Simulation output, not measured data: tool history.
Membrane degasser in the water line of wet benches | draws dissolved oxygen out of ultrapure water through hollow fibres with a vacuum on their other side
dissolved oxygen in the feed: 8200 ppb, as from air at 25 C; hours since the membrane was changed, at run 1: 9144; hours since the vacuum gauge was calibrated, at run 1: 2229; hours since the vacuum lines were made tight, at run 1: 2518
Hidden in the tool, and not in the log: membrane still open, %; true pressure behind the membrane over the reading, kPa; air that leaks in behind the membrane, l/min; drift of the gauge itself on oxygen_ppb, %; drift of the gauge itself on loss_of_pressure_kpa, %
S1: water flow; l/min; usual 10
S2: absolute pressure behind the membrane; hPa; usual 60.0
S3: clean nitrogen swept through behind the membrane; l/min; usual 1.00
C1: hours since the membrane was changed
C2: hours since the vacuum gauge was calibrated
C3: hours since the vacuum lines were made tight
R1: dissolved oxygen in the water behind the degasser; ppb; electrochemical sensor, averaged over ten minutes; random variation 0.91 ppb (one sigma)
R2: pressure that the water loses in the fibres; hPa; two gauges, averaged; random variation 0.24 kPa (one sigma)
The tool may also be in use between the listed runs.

run,hour,S1,S2,S3,C1,C2,C3,R1,R2
1,0.0,10,60.0,1.00,9144,2229,2518,84.8,626.5
2,235.0,10,60.0,1.00,9379,2464,2753,86.4,625.9
3,448.8,12,60.0,1.00,9593,2678,2967,124.4,752.9
4,674.6,12,60.0,1.00,9819,2904,3193,123.8,752.2
5,843.7,12,60.0,1.00,9988,3073,3362,124.3,751.2
6,1107.2,12,60.0,1.00,10252,3336,3625,125.8,746.2
7,1391.8,12,60.0,1.00,10536,3621,3910,123.6,750.8
8,1684.1,12,60.0,1.00,10828,3913,4202,123.4,750.7
9,1861.3,12,60.0,1.00,11006,4090,4380,124.6,745.4
# hour 2151.8: seals of the vacuum lines changed
10,2151.8,10,60.0,1.00,11294,4379,0,87.0,623.2
11,2291.6,9,60.0,1.00,11434,4519,140,70.0,559.0
12,2621.4,10,60.0,1.00,11764,4849,470,83.8,626.0
13,2838.0,11,60.0,1.00,11980,5065,686,104.6,686.6
14,2992.3,11,60.0,1.00,12135,5219,840,103.6,686.8
15,3129.6,10,60.0,1.00,12272,5357,978,86.3,624.4
16,3454.0,10,60.0,1.00,12596,5681,1302,85.8,621.8
# hour 3504.1: membrane cartridge changed
17,3601.3,16,127.2,1.00,97,5824,1445,479.2,999.4
18,3873.4,16,127.2,1.00,369,6097,1718,473.5,994.3
# hour 4130.0: vacuum gauge calibrated
19,4152.7,10,66.3,1.00,648,23,1996,100.3,617.1
20,4419.7,10,66.3,1.00,915,290,2263,99.2,617.5
21,4670.0,14,60.0,1.29,1165,540,2514,161.9,864.3
22,4856.9,14,147.0,1.13,1352,727,2701,412.0,863.9
23,5101.7,10,147.0,0.82,1597,972,2945,334.0,613.5
24,5414.7,10,114.2,2.85,1910,1285,3258,91.4,617.1
25,5701.6,13,82.1,2.85,2197,1572,3545,122.9,803.6
26,5982.7,13,82.1,2.85,2478,1853,3826,121.9,799.2
27,6123.8,9,149.0,0.62,2619,1994,3968,378.7,551.8
28,6291.1,10,39.4,1.07,2787,2161,4135,36.3,613.9
29,6591.8,8,68.4,1.77,3087,2462,4435,45.3,489.6
30,6760.1,9,60.0,1.79,3255,2630,4604,45.4,554.0
# hour 6838.1: seals of the vacuum lines changed
31,6973.5,10,60.0,1.93,3467,2841,135,55.6,611.7

5 ways to go on from here, each from the tool as it stands after run 31. What would each give?
A,7278.0,7,138.7,0.46,3771,3146,440,?,?
B,7278.0,10,60.0,0.43,3771,3146,440,?,?
C,7278.0,7,87.6,0.44,3771,3146,440,?,?
D,7278.0,10,40.7,1.11,3771,3146,440,?,?
E,7278.0,15,37.0,0.78,3771,3146,440,?,?

run,R1,R2
A,362.4,430.7
B,163.2,616.1
C,202.0,427.5
D,39.5,615.8
E,139.9,914.7
Without the tool's hidden state the same runs would have given:
run,R1,R2
A,362.3,440.8
B,163.1,630.5
C,201.9,437.4
D,39.4,630.2
E,139.6,936.0
